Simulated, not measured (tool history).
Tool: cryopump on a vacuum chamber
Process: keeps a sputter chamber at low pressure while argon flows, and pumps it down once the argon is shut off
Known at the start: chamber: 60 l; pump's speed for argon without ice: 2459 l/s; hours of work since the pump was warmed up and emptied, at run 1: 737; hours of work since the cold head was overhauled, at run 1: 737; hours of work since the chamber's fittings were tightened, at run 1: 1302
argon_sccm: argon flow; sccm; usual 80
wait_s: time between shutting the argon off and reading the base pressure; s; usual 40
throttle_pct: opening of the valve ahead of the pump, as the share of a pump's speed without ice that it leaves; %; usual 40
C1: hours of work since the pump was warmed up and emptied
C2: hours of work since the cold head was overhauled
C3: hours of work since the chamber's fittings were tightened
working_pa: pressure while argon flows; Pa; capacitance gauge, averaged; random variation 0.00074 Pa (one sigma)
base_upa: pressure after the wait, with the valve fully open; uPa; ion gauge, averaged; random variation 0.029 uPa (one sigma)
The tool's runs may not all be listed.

run 1 day=0 | argon_sccm=80 wait_s=40 throttle_pct=40 | C1=737 C2=737 C3=1302 | working_pa=0.1491 base_upa=2.49
run 2 day=1.567 | argon_sccm=80 wait_s=40 throttle_pct=44 | C1=756 C2=756 C3=1321 | working_pa=0.1376 base_upa=2.5
run 3 day=2.958 | argon_sccm=80 wait_s=40 throttle_pct=36 | C1=773 C2=773 C3=1338 | working_pa=0.1652 base_upa=2.55
run 4 day=3.942 | argon_sccm=80 wait_s=40 throttle_pct=36 | C1=785 C2=785 C3=1350 | working_pa=0.164 base_upa=2.62
run 5 day=5.588 | argon_sccm=80 wait_s=40 throttle_pct=34 | C1=805 C2=805 C3=1370 | working_pa=0.1742 base_upa=2.62
run 6 day=6.775 | argon_sccm=80 wait_s=52 throttle_pct=40 | C1=819 C2=819 C3=1385 | working_pa=0.1495 base_upa=2.4
run 7 day=8.146 | argon_sccm=80 wait_s=52 throttle_pct=40 | C1=836 C2=836 C3=1401 | working_pa=0.1504 base_upa=2.42
run 8 day=9.012 | argon_sccm=80 wait_s=40 throttle_pct=42 | C1=846 C2=846 C3=1412 | working_pa=0.1442 base_upa=2.7
run 9 day=10.712 | argon_sccm=80 wait_s=40 throttle_pct=42 | C1=867 C2=867 C3=1432 | working_pa=0.1441 base_upa=2.68
run 10 day=12.083 | argon_sccm=80 wait_s=40 throttle_pct=42 | C1=884 C2=884 C3=1449 | working_pa=0.1447 base_upa=2.8
run 11 day=13.296 | argon_sccm=80 wait_s=40 throttle_pct=15 | C1=898 C2=898 C3=1464 | working_pa=0.3819 base_upa=2.72
run 12 day=15.375 | argon_sccm=80 wait_s=40 throttle_pct=15 | C1=924 C2=924 C3=1489 | working_pa=0.3823 base_upa=2.71
run 13 day=16.638 | argon_sccm=80 wait_s=40 throttle_pct=40 | C1=939 C2=939 C3=1504 | working_pa=0.1533 base_upa=2.75
run 14 day=18.142 | argon_sccm=80 wait_s=40 throttle_pct=40 | C1=957 C2=957 C3=1523 | working_pa=0.1535 base_upa=2.78
run 15 day=19.871 | argon_sccm=80 wait_s=40 throttle_pct=40 | C1=978 C2=978 C3=1544 | working_pa=0.155 base_upa=2.95
run 16 day=21.196 | argon_sccm=80 wait_s=40 throttle_pct=40 | C1=994 C2=994 C3=1560 | working_pa=0.1532 base_upa=2.93
run 17 day=22.725 | argon_sccm=80 wait_s=40 throttle_pct=40 | C1=1013 C2=1013 C3=1578 | working_pa=0.154 base_upa=2.97
run 18 day=24.125 | argon_sccm=66 wait_s=40 throttle_pct=32 | C1=1030 C2=1030 C3=1595 | working_pa=0.1544 base_upa=2.84
run 19 day=25.783 | argon_sccm=75 wait_s=99 throttle_pct=59 | C1=1050 C2=1050 C3=1615 | working_pa=0.1028 base_upa=2.25
run 20 day=27.633 | argon_sccm=41 wait_s=182 throttle_pct=40 | C1=1072 C2=1072 C3=1638 | working_pa=0.08 base_upa=1.99
run 21 day=29.288 | argon_sccm=72 wait_s=20 throttle_pct=52 | C1=1092 C2=1092 C3=1658 | working_pa=0.1116 base_upa=4.21
run 22 day=30.604 | argon_sccm=72 wait_s=20 throttle_pct=52 | C1=1108 C2=1108 C3=1674 | working_pa=0.1129 base_upa=4.23
run 23 day=31.554 | argon_sccm=65 wait_s=37 throttle_pct=44 | C1=1120 C2=1120 C3=1686 | working_pa=0.1173 base_upa=3.05
run 24 day=33.483 | argon_sccm=48 wait_s=226 throttle_pct=24 | C1=1143 C2=1143 C3=1709 | working_pa=0.1497 base_upa=2.08
run 25 day=35.029 | argon_sccm=76 wait_s=40 throttle_pct=17 | C1=1162 C2=1162 C3=1728 | working_pa=0.3248 base_upa=3.2
run 26 day=36.096 | argon_sccm=158 wait_s=40 throttle_pct=40 | C1=1175 C2=1175 C3=1741 | working_pa=0.3109 base_upa=3.17
-- day=37.596 pump warmed up, emptied and cooled again
run 27 day=38.304 | argon_sccm=158 wait_s=40 throttle_pct=40 | C1=9 C2=1199 C3=1765 | working_pa=0.2763 base_upa=2.7
run 28 day=39.996 | argon_sccm=158 wait_s=40 throttle_pct=40 | C1=29 C2=1220 C3=1785 | working_pa=0.2759 base_upa=2.63
run 29 day=41.358 | argon_sccm=65 wait_s=40 throttle_pct=36 | C1=46 C2=1236 C3=1802 | working_pa=0.1264 base_upa=2.74
run 30 day=42.888 | argon_sccm=65 wait_s=40 throttle_pct=36 | C1=64 C2=1255 C3=1821 | working_pa=0.1267 base_upa=2.76
run 31 day=44.521 | argon_sccm=39 wait_s=161 throttle_pct=36 | C1=84 C2=1275 C3=1840 | working_pa=0.0762 base_upa=1.82
run 32 day=46.038 | argon_sccm=111 wait_s=245 throttle_pct=21 | C1=102 C2=1293 C3=1859 | working_pa=0.3696 base_upa=1.75
run 33 day=47.762 | argon_sccm=111 wait_s=245 throttle_pct=25 | C1=123 C2=1314 C3=1880 | working_pa=0.3094 base_upa=1.77
run 34 day=49.333 | argon_sccm=63 wait_s=20 throttle_pct=34 | C1=143 C2=1333 C3=1899 | working_pa=0.1299 base_upa=4.07

Forecast each of these 3 alternatives for the next run:
run A day=50.421 | argon_sccm=86 wait_s=27 throttle_pct=40 | C1=156 C2=1347 C3=1912 | working_pa=? base_upa=?
run B day=50.421 | argon_sccm=42 wait_s=40 throttle_pct=40 | C1=156 C2=1347 C3=1912 | working_pa=? base_upa=?
run C day=50.421 | argon_sccm=80 wait_s=31 throttle_pct=40 | C1=156 C2=1347 C3=1912 | working_pa=? base_upa=?

run=A working_pa=0.151 base_upa=3.5
run=B working_pa=0.0747 base_upa=2.83
run=C working_pa=0.141 base_upa=3.38
Without the tool's hidden state the same runs would have given:
run=A working_pa=0.1475 base_upa=2
run=B working_pa=0.073 base_upa=1.37
run=C working_pa=0.1378 base_upa=1.84
